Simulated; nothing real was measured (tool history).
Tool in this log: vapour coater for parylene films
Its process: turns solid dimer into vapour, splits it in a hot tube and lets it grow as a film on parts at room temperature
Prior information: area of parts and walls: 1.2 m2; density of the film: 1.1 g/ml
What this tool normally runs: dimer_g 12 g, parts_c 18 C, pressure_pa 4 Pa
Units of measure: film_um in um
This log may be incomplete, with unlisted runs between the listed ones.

run	hour	dimer_g	parts_c	pressure_pa	film_um
1	0	12	18	4	5.01
2	9.6	12	18	4	4.97
3	21.2	12	18	10.87	4.49
4	30	12	18	10.87	4.44
5	41.9	12	18	10.87	4.51
6	48.9	12	18	4	5.07
7	58.2	12	18	4	5.08
8	66.6	12	27	4	3.34
9	80.9	12	27	4	3.3
10	96.1	12	27	4	3.33
11	109.9	12	27	4	3.32
12	116.8	12	15	4	5.7
13	131	12	18	4	5.05
14	140.8	12	18	4	4.98
15	156.5	12	18	4	5.02
16	171.9	12	18	4	5.02
17	179.5	9	18	5.48	3.64
18	195.3	12	18	3.1	5.16
19	206.2	12	18	3.1	5.13
20	215.1	12	24	3.1	3.97
21	224.9	21	13	5.29	10.56
22	240.7	21	13	10.24	9.87
23	248.9	12	12	4	6.61
24	261	12	17	4	5.17
25	269.7	12	17	4	5.19
26	278.5	12	17	4	5.26
27	289.6	9	13	6.68	4.46
28	306	6	16	2.78	2.83
29	319.4	6	16	2.78	2.87
30	332.8	6	16	2.78	2.9
# hour 337.8: trap's valve overhauled
31	345.8	6	16	2.78	2.86

Consider 3 possible next runs. They are alternatives, not a sequence: every one starts from the tool as it was left by run 31. What does each give?
A	360	12	17	4	?
B	360	11	29	2.2	?
C	360	7	27	8.93	?

run	film_um
A	5.24
B	3
C	1.8
With no hidden state in the tool, these same runs would have given:
run	film_um
A	5.25
B	3.01
C	1.8
